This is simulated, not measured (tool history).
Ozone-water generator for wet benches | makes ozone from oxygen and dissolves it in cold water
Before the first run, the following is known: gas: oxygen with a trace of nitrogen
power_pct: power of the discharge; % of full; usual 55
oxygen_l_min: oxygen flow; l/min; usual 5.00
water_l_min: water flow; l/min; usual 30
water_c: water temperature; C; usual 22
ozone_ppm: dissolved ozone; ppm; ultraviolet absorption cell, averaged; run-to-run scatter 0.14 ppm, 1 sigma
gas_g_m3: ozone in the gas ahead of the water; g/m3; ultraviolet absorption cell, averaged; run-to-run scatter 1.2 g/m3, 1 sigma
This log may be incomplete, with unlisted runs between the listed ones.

run 1 day=0.000 | power_pct=55 oxygen_l_min=5.00 water_l_min=30 water_c=22 | ozone_ppm=15.7 gas_g_m3=221.7
run 2 day=2.346 | power_pct=55 oxygen_l_min=5.00 water_l_min=30 water_c=18 | ozone_ppm=16.4 gas_g_m3=218.8
run 3 day=5.529 | power_pct=55 oxygen_l_min=5.00 water_l_min=30 water_c=22 | ozone_ppm=15.6 gas_g_m3=218.6
run 4 day=9.125 | power_pct=55 oxygen_l_min=5.00 water_l_min=30 water_c=22 | ozone_ppm=15.9 gas_g_m3=218.7
run 5 day=12.121 | power_pct=99 oxygen_l_min=5.00 water_l_min=30 water_c=22 | ozone_ppm=23.9 gas_g_m3=332.7
run 6 day=14.688 | power_pct=46 oxygen_l_min=5.00 water_l_min=30 water_c=22 | ozone_ppm=14.0 gas_g_m3=193.6
run 7 day=16.621 | power_pct=46 oxygen_l_min=5.00 water_l_min=30 water_c=22 | ozone_ppm=13.9 gas_g_m3=195.5
run 8 day=18.812 | power_pct=46 oxygen_l_min=5.00 water_l_min=30 water_c=22 | ozone_ppm=13.8 gas_g_m3=194.7
-- day=21.517 contactor cleaned
run 9 day=21.717 | power_pct=46 oxygen_l_min=5.00 water_l_min=30 water_c=22 | ozone_ppm=13.8 gas_g_m3=192.4
run 10 day=24.042 | power_pct=46 oxygen_l_min=5.00 water_l_min=30 water_c=22 | ozone_ppm=14.0 gas_g_m3=194.5
run 11 day=27.258 | power_pct=46 oxygen_l_min=5.00 water_l_min=30 water_c=22 | ozone_ppm=13.9 gas_g_m3=194.5
run 12 day=30.833 | power_pct=55 oxygen_l_min=4.31 water_l_min=30 water_c=22 | ozone_ppm=15.9 gas_g_m3=241.4
run 13 day=34.175 | power_pct=55 oxygen_l_min=5.00 water_l_min=30 water_c=22 | ozone_ppm=15.9 gas_g_m3=221.0
run 14 day=37.079 | power_pct=55 oxygen_l_min=5.00 water_l_min=30 water_c=22 | ozone_ppm=15.9 gas_g_m3=220.6
run 15 day=39.467 | power_pct=55 oxygen_l_min=5.00 water_l_min=25 water_c=22 | ozone_ppm=18.1 gas_g_m3=218.7
run 16 day=42.017 | power_pct=55 oxygen_l_min=5.00 water_l_min=25 water_c=22 | ozone_ppm=18.2 gas_g_m3=219.6
run 17 day=44.312 | power_pct=43 oxygen_l_min=4.80 water_l_min=24 water_c=25 | ozone_ppm=15.3 gas_g_m3=190.6
run 18 day=46.142 | power_pct=43 oxygen_l_min=3.76 water_l_min=24 water_c=25 | ozone_ppm=15.6 gas_g_m3=221.8
run 19 day=48.467 | power_pct=60 oxygen_l_min=5.00 water_l_min=30 water_c=22 | ozone_ppm=16.8 gas_g_m3=233.2
run 20 day=51.025 | power_pct=78 oxygen_l_min=5.00 water_l_min=44 water_c=22 | ozone_ppm=13.9 gas_g_m3=280.8
run 21 day=54.017 | power_pct=78 oxygen_l_min=5.00 water_l_min=44 water_c=22 | ozone_ppm=13.9 gas_g_m3=282.5
run 22 day=56.983 | power_pct=78 oxygen_l_min=5.00 water_l_min=39 water_c=16 | ozone_ppm=16.6 gas_g_m3=282.5
-- day=58.779 water thermometer calibrated
run 23 day=59.258 | power_pct=78 oxygen_l_min=6.19 water_l_min=24 water_c=27 | ozone_ppm=22.2 gas_g_m3=245.9
run 24 day=63.333 | power_pct=56 oxygen_l_min=6.19 water_l_min=24 water_c=27 | ozone_ppm=17.5 gas_g_m3=195.4

What will run 25 give?
run 25 day=66.675 | power_pct=45 oxygen_l_min=4.53 water_l_min=38 water_c=18 | ozone_ppm=? gas_g_m3=?

Run 25 yielded ozone_ppm 11.3 ppm, gas_g_m3 203.5 g/m3.
Minus the tool's unlogged condition, the same run would have read ozone_ppm 11.4 ppm, gas_g_m3 203.5 g/m3.
